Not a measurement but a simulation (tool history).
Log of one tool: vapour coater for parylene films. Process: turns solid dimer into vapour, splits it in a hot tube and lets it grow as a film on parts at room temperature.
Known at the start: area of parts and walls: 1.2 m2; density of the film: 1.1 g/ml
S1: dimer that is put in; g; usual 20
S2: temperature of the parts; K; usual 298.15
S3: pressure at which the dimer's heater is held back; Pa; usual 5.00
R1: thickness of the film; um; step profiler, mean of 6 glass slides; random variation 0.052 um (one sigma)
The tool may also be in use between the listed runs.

| run | hour | S1 | S2 | S3 | R1 |
|---|---|---|---|---|---|
| 1 | 0.0 | 20 | 298.15 | 5.00 | 7.43 |
| 2 | 16.0 | 20 | 298.15 | 5.00 | 7.45 |
| 3 | 32.3 | 20 | 298.15 | 5.00 | 7.52 |
| 4 | 49.5 | 20 | 291.15 | 5.00 | 9.17 |
| 5 | 60.8 | 20 | 300.15 | 5.00 | 7.08 |
| 6 | 72.8 | 20 | 298.15 | 5.00 | 7.33 |
| 7 | 89.8 | 16 | 298.15 | 5.00 | 5.93 |
| 8 | 104.1 | 26 | 298.15 | 5.00 | 9.61 |
| 9 | 112.2 | 26 | 298.15 | 5.00 | 9.48 |
| 10 | 120.8 | 26 | 293.15 | 5.00 | 11.10 |
| 11 | 135.8 | 26 | 293.15 | 5.00 | 11.04 |
| 12 | 150.1 | 26 | 293.15 | 5.00 | 11.00 |
| 13 | 165.8 | 20 | 298.15 | 2.19 | 7.67 |
| 14 | 177.0 | 20 | 298.15 | 4.44 | 7.30 |
| 15 | 195.3 | 20 | 298.15 | 4.44 | 7.19 |
| 16 | 207.8 | 20 | 298.15 | 5.00 | 7.24 |
| 17 | 226.0 | 20 | 298.15 | 5.00 | 7.19 |
| 18 | 236.8 | 20 | 298.15 | 5.00 | 7.20 |
| 19 | 250.7 | 20 | 298.15 | 9.70 | 6.85 |
| 20 | 262.4 | 17 | 298.15 | 5.00 | 6.10 |
| 21 | 273.5 | 17 | 298.15 | 5.00 | 6.06 |
| 22 | 291.0 | 22 | 298.15 | 5.00 | 7.86 |
| 23 | 308.6 | 10 | 292.15 | 7.35 | 4.09 |
| 24 | 320.4 | 10 | 292.15 | 7.35 | 4.11 |
| 25 | 333.7 | 16 | 299.15 | 7.24 | 5.34 |
| 26 | 351.1 | 10 | 297.15 | 10.68 | 3.39 |
| 27 | 363.6 | 23 | 306.15 | 5.00 | 6.40 |
| 28 | 381.4 | 20 | 298.15 | 2.37 | 7.42 |
| 29 | 389.5 | 13 | 290.15 | 2.37 | 6.05 |
| 30 | 407.5 | 13 | 290.15 | 2.37 | 5.92 |
| 31 | 426.0 | 29 | 298.15 | 3.51 | 10.28 |
| 32 | 435.2 | 9 | 298.15 | 7.29 | 3.02 |
| 33 | 448.6 | 9 | 296.15 | 3.17 | 3.38 |
| 34 | 457.2 | 9 | 296.15 | 3.17 | 3.43 |
| 35 | 470.1 | 11 | 303.15 | 7.85 | 3.12 |
| 36 | 483.9 | 11 | 303.15 | 7.85 | 3.16 |
| 37 | 500.0 | 17 | 298.15 | 7.02 | 5.72 |
|  | 517.6 | trap's valve overhauled |
| 38 | 519.3 | 31 | 294.15 | 3.35 | 13.48 |
| 39 | 533.2 | 31 | 294.15 | 3.35 | 13.54 |
| 40 | 545.5 | 20 | 298.15 | 2.55 | 7.81 |
| 41 | 553.7 | 20 | 298.15 | 2.55 | 7.85 |

4 ways to go on from here, each from the tool as it stands after run 41. What would each give?
| A | 565.0 | 18 | 293.15 | 7.27 | ? |
| B | 565.0 | 20 | 302.15 | 2.55 | ? |
| C | 565.0 | 34 | 306.15 | 5.00 | ? |
| D | 565.0 | 33 | 298.15 | 5.00 | ? |

| run | R1 |
|---|---|
| A | 7.67 |
| B | 6.92 |
| C | 9.94 |
| D | 12.45 |
Without the tool's hidden state the same runs would have given:
| run | R1 |
|---|---|
| A | 7.81 |
| B | 7.06 |
| C | 10.14 |
| D | 12.69 |

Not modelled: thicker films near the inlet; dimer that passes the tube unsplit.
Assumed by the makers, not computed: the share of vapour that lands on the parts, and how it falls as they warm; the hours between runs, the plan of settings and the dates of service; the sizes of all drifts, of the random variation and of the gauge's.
